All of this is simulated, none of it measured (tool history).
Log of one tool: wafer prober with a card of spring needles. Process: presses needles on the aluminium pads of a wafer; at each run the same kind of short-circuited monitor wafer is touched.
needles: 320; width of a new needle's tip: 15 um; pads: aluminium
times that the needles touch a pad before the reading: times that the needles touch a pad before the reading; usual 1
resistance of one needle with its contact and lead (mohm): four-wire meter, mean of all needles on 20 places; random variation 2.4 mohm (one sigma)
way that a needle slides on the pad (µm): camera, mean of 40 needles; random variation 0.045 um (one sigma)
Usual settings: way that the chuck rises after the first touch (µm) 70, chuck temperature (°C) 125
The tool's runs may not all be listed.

run   hour  way that the chuck rises after the first touch (µm)  chuck temperature (°C)  times that the needles touch a pad before the reading  resistance of one needle with its contact and lead (mohm)  way that a needle slides on the pad (µm)
  1    0.0                                                   70                     125                                                      1                                                        274                                     11.81
       3.4  -- tips cleaned on abrasive film
       7.7  -- tips cleaned on abrasive film
  2    9.7                                                   70                     125                                                      2                                                        276                                     11.81
      12.2  -- tips cleaned on abrasive film
      16.9  -- tips cleaned on abrasive film
  3   19.1                                                   70                     125                                                      2                                                        277                                     11.88
      21.5  -- tips cleaned on abrasive film
      26.3  -- tips cleaned on abrasive film
  4   30.1                                                   69                     125                                                      2                                                        275                                     11.71
      31.2  -- tips cleaned on abrasive film
      35.5  -- tips cleaned on abrasive film
      40.2  -- tips cleaned on abrasive film
  5   40.7                                                   70                     125                                                      1                                                        278                                     11.89
      45.0  -- tips cleaned on abrasive film
      49.3  -- tips cleaned on abrasive film
  6   50.9                                                   70                     125                                                      1                                                        274                                     11.84
      54.4  -- tips cleaned on abrasive film
  7   57.0                                                   70                     125                                                      1                                                        273                                     11.82
      59.0  -- tips cleaned on abrasive film
      63.8  -- tips cleaned on abrasive film
  8   67.3                                                   70                     125                                                      1                                                        273                                     11.86
      68.2  -- tips cleaned on abrasive film
      72.8  -- tips cleaned on abrasive film
  9   74.6                                                   70                     125                                                      1                                                        280                                     11.84
      77.3  -- tips cleaned on abrasive film
      81.5  -- tips cleaned on abrasive film
 10   81.5                                                   70                     125                                                      1                                                        273                                     11.85
      86.4  -- tips cleaned on abrasive film
 11   88.8                                                   70                     125                                                      1                                                        274                                     11.83
      91.5  -- tips cleaned on abrasive film
 12   94.7                                                   70                     125                                                      1                                                        279                                     11.88
      96.4  -- tips cleaned on abrasive film
     100.8  -- tips cleaned on abrasive film
 13  100.8                                                   70                     125                                                      2                                                        273                                     11.88
     105.6  -- tips cleaned on abrasive film
 14  106.1                                                   70                     125                                                      2                                                        273                                     11.77
     110.2  -- tips cleaned on abrasive film
 15  113.1                                                   87                     125                                                      1                                                        269                                     14.65
     114.8  -- tips cleaned on abrasive film
     119.7  -- tips cleaned on abrasive film
 16  120.1                                                   87                     125                                                      1                                                        268                                     14.74
     124.0  -- tips cleaned on abrasive film
 17  126.2                                                   87                     125                                                      1                                                        271                                     14.77
     128.3  -- tips cleaned on abrasive film
 18  132.0                                                   87                     125                                                      1                                                        267                                     14.75
     133.1  -- tips cleaned on abrasive film
     138.2  -- tips cleaned on abrasive film
 19  140.8                                                   67                     125                                                      1                                                        273                                     11.25
     142.9  -- tips cleaned on abrasive film
 20  146.1                                                   70                     125                                                      2                                                        272                                     11.88
     148.0  -- tips cleaned on abrasive film
     152.3  -- tips cleaned on abrasive film
     157.2  -- tips cleaned on abrasive film
 21  158.0                                                   70                     125                                                      2                                                        274                                     11.85
     160.5  -- height of the first contact set anew
     162.2  -- tips cleaned on abrasive film
 22  164.2                                                   50                     125                                                      2                                                        279                                      8.45
     167.2  -- tips cleaned on abrasive film
 23  169.0                                                   71                     125                                                      1                                                        277                                     12.03
     171.9  -- tips cleaned on abrasive film
 24  174.9                                                   58                      36                                                      3                                                        252                                      9.78
     176.6  -- tips cleaned on abrasive film
     181.7  -- tips cleaned on abrasive film
 25  182.9                                                   80                      88                                                      2                                                        265                                     13.68
     186.4  -- tips cleaned on abrasive film
 26  189.6                                                   80                      88                                                      2                                                        263                                     13.62
     190.7  -- tips cleaned on abrasive film
     195.0  -- tips cleaned on abrasive film
 27  198.4                                                   68                      73                                                      1                                                        257                                     11.52
     199.9  -- tips cleaned on abrasive film
     204.5  -- tips cleaned on abrasive film
 28  206.4                                                   54                      56                                                      1                                                        261                                      9.08
     209.3  -- tips cleaned on abrasive film
 29  213.2                                                   66                      34                                                      3                                                        251                                     11.29
     213.8  -- tips cleaned on abrasive film
     218.6  -- tips cleaned on abrasive film
     223.0  -- tips cleaned on abrasive film
 30  223.5                                                   70                     125                                                      1                                                        278                                     11.85
     227.4  -- tips cleaned on abrasive film
     232.0  -- tips cleaned on abrasive film
 31  233.3                                                   76                      47                                                      1                                                        248                                     12.88

4 ways to go on from here, each from the tool as it stands after run 31. What would each give?
     236.7  -- tips cleaned on abrasive film
  A  240.8                                                   53                      25                                                      3                                                          ?                                         ?
     236.7  -- tips cleaned on abrasive film
  B  240.8                                                   51                     110                                                      2                                                          ?                                         ?
     236.7  -- tips cleaned on abrasive film
  C  240.8                                                   76                      66                                                      2                                                          ?                                         ?
     236.7  -- tips cleaned on abrasive film
  D  240.8                                                   76                      47                                                      1                                                          ?                                         ?

run  resistance of one needle with its contact and lead (mohm)  way that a needle slides on the pad (µm)
  A                                                        249                                      8.99
  B                                                        279                                      8.62
  C                                                        253                                     12.81
  D                                                        254                                     12.87
Without the tool's hidden state the same runs would have given:
run  resistance of one needle with its contact and lead (mohm)  way that a needle slides on the pad (µm)
  A                                                        249                                      8.99
  B                                                        278                                      8.63
  C                                                        252                                     12.82
  D                                                        253                                     12.88
